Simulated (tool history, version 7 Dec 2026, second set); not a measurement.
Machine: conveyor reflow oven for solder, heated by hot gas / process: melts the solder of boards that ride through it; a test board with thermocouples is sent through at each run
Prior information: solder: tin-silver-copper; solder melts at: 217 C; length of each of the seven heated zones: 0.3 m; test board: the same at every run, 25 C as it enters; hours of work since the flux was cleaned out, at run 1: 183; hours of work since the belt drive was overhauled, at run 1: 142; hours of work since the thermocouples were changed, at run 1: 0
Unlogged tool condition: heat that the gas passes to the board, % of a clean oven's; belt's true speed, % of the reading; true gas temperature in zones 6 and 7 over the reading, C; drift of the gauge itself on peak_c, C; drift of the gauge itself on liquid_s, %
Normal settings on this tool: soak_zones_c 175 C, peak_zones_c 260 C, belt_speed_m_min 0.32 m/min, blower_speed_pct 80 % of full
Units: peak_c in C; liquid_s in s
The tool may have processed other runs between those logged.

run	hour	soak_zones_c	peak_zones_c	belt_speed_m_min	blower_speed_pct	hours of work since the flux was cleaned out	hours of work since the belt drive was overhauled	hours of work since the thermocouples were changed	peak_c	liquid_s
1	0	175	260	0.32	80	183	142	0	248.4	82.5
2	8.7	175	265	0.32	80	190	148	7	252.9	87.4
3	22.3	175	265	0.32	80	200	159	17	252.9	87.9
4	41.9	175	265	0.32	80	215	174	32	253.4	88
5	62.7	175	260	0.32	80	231	189	48	248.6	83.1
6	73.9	175	260	0.32	80	240	198	56	248.4	83.2
7	86.4	175	260	0.32	80	249	207	66	248.7	82.6
8	104.1	175	260	0.32	80	262	221	79	248.5	83.3
9	115.3	175	260	0.32	80	271	229	88	248.9	81.8
10	135.8	175	260	0.32	80	287	245	103	248.4	83.1
11	148.3	175	272	0.32	80	296	254	113	259.5	93.1
12	157.1	175	272	0.32	80	303	261	119	259.4	92
# hour 170.6: flux residue cleaned out of gas plates and filters
13	175.3	175	260	0.261	82	4	271	129	253.5	111
14	194.2	169	272	0.32	80	18	286	144	258.5	88.4
15	209.3	164	260	0.32	80	29	297	155	247.4	76.1
16	219.4	166	260	0.32	80	37	305	163	247.6	76.5
17	240	185	260	0.29	80	53	320	178	252.2	102.7
18	253.9	178	254	0.364	50	63	331	189	231.8	43.4
19	263.6	178	254	0.364	50	71	338	196	232.2	43.6

Across each entry between runs, compare the hidden state at the last listed run before it with the hidden state at the first listed run after it:
Between runs 12 and 13: flux residue cleaned out of gas plates and filters (hour 170.6)
  heat that the gas passes to the board, % of a clean oven's: 99.7 -> 100
